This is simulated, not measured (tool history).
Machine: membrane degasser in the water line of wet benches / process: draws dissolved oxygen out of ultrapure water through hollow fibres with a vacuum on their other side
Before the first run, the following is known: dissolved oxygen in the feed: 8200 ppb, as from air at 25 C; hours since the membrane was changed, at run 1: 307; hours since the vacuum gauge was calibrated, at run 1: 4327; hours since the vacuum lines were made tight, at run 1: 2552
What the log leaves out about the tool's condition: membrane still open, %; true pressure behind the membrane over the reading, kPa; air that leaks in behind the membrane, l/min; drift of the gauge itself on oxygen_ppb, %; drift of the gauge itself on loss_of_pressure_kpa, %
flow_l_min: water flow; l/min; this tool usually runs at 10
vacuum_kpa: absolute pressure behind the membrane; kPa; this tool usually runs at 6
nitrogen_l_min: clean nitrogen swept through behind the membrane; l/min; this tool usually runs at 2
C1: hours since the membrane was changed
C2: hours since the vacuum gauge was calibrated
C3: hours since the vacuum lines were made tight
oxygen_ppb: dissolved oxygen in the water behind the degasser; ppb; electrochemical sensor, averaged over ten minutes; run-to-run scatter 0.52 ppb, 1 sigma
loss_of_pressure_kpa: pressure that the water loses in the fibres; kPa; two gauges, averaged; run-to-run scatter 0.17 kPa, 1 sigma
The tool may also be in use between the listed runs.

run 1 day=0 | flow_l_min=10 vacuum_kpa=6 nitrogen_l_min=2 | C1=307 C2=4327 C3=2552 | oxygen_ppb=47.5 loss_of_pressure_kpa=28.99
run 2 day=4.546 | flow_l_min=10 vacuum_kpa=6 nitrogen_l_min=2 | C1=416 C2=4436 C3=2661 | oxygen_ppb=47.8 loss_of_pressure_kpa=28.85
run 3 day=8.246 | flow_l_min=10 vacuum_kpa=6 nitrogen_l_min=2 | C1=505 C2=4525 C3=2749 | oxygen_ppb=47.6 loss_of_pressure_kpa=29.11
run 4 day=14.246 | flow_l_min=10 vacuum_kpa=6 nitrogen_l_min=2 | C1=649 C2=4669 C3=2894 | oxygen_ppb=49 loss_of_pressure_kpa=29.05
run 5 day=18.162 | flow_l_min=10 vacuum_kpa=6 nitrogen_l_min=2 | C1=743 C2=4763 C3=2987 | oxygen_ppb=48.4 loss_of_pressure_kpa=29.03
run 6 day=22.462 | flow_l_min=10 vacuum_kpa=6 nitrogen_l_min=2 | C1=846 C2=4866 C3=3091 | oxygen_ppb=48.4 loss_of_pressure_kpa=29.05
run 7 day=27.971 | flow_l_min=10 vacuum_kpa=6 nitrogen_l_min=2 | C1=978 C2=4999 C3=3223 | oxygen_ppb=48.7 loss_of_pressure_kpa=29.18
run 8 day=33.675 | flow_l_min=10 vacuum_kpa=6 nitrogen_l_min=2 | C1=1115 C2=5135 C3=3360 | oxygen_ppb=49.2 loss_of_pressure_kpa=29.22
run 9 day=40.362 | flow_l_min=10 vacuum_kpa=6 nitrogen_l_min=2 | C1=1276 C2=5296 C3=3520 | oxygen_ppb=49.8 loss_of_pressure_kpa=28.98
-- day=40.917 vacuum gauge calibrated
run 10 day=45.258 | flow_l_min=10 vacuum_kpa=6 nitrogen_l_min=2 | C1=1393 C2=104 C3=3637 | oxygen_ppb=51.6 loss_of_pressure_kpa=29.15
run 11 day=52.071 | flow_l_min=10 vacuum_kpa=7.89 nitrogen_l_min=2 | C1=1556 C2=268 C3=3801 | oxygen_ppb=76.1 loss_of_pressure_kpa=29.29
run 12 day=55.729 | flow_l_min=10 vacuum_kpa=7.89 nitrogen_l_min=2 | C1=1644 C2=355 C3=3889 | oxygen_ppb=76.7 loss_of_pressure_kpa=29.56
run 13 day=63.638 | flow_l_min=10 vacuum_kpa=7.89 nitrogen_l_min=2 | C1=1834 C2=545 C3=4078 | oxygen_ppb=76.6 loss_of_pressure_kpa=29.1
run 14 day=70 | flow_l_min=10 vacuum_kpa=6 nitrogen_l_min=0.85 | C1=1986 C2=698 C3=4231 | oxygen_ppb=109.1 loss_of_pressure_kpa=29.15
run 15 day=75.621 | flow_l_min=10 vacuum_kpa=6 nitrogen_l_min=0.85 | C1=2121 C2=833 C3=4366 | oxygen_ppb=106.8 loss_of_pressure_kpa=29.47
run 16 day=81.458 | flow_l_min=10 vacuum_kpa=6 nitrogen_l_min=0.85 | C1=2261 C2=973 C3=4506 | oxygen_ppb=107.2 loss_of_pressure_kpa=29.37
-- day=85.788 vacuum gauge calibrated, once more
run 17 day=86 | flow_l_min=14 vacuum_kpa=5.87 nitrogen_l_min=0.85 | C1=2370 C2=5 C3=4615 | oxygen_ppb=156.3 loss_of_pressure_kpa=40.83
run 18 day=89.188 | flow_l_min=14 vacuum_kpa=5.87 nitrogen_l_min=0.85 | C1=2446 C2=82 C3=4691 | oxygen_ppb=153.6 loss_of_pressure_kpa=40.95
run 19 day=93.304 | flow_l_min=14 vacuum_kpa=5.87 nitrogen_l_min=0.85 | C1=2545 C2=180 C3=4790 | oxygen_ppb=154.8 loss_of_pressure_kpa=40.93
run 20 day=101.012 | flow_l_min=12 vacuum_kpa=6 nitrogen_l_min=1.74 | C1=2730 C2=365 C3=4975 | oxygen_ppb=75.2 loss_of_pressure_kpa=35.49
run 21 day=107.25 | flow_l_min=10 vacuum_kpa=3.79 nitrogen_l_min=1.96 | C1=2880 C2=515 C3=5125 | oxygen_ppb=17.7 loss_of_pressure_kpa=29.42
-- day=109.4 seals of the vacuum lines changed
run 22 day=113.696 | flow_l_min=10 vacuum_kpa=3.79 nitrogen_l_min=1.96 | C1=3033 C2=668 C3=103 | oxygen_ppb=18.4 loss_of_pressure_kpa=29.85
run 23 day=121.521 | flow_l_min=10 vacuum_kpa=4.89 nitrogen_l_min=1.65 | C1=3221 C2=856 C3=291 | oxygen_ppb=37.2 loss_of_pressure_kpa=29.66

Estimate the outcome of run 24 from the log above:
run 24 day=126.933 | flow_l_min=10 vacuum_kpa=4.89 nitrogen_l_min=1.65 | C1=3350 C2=986 C3=421 | oxygen_ppb=? loss_of_pressure_kpa=?

oxygen_ppb: 36.8 ppb
loss_of_pressure_kpa: 29.62 kPa
Without the tool's hidden state the same run would have given oxygen_ppb 33.8 ppb, loss_of_pressure_kpa 28.95 kPa.
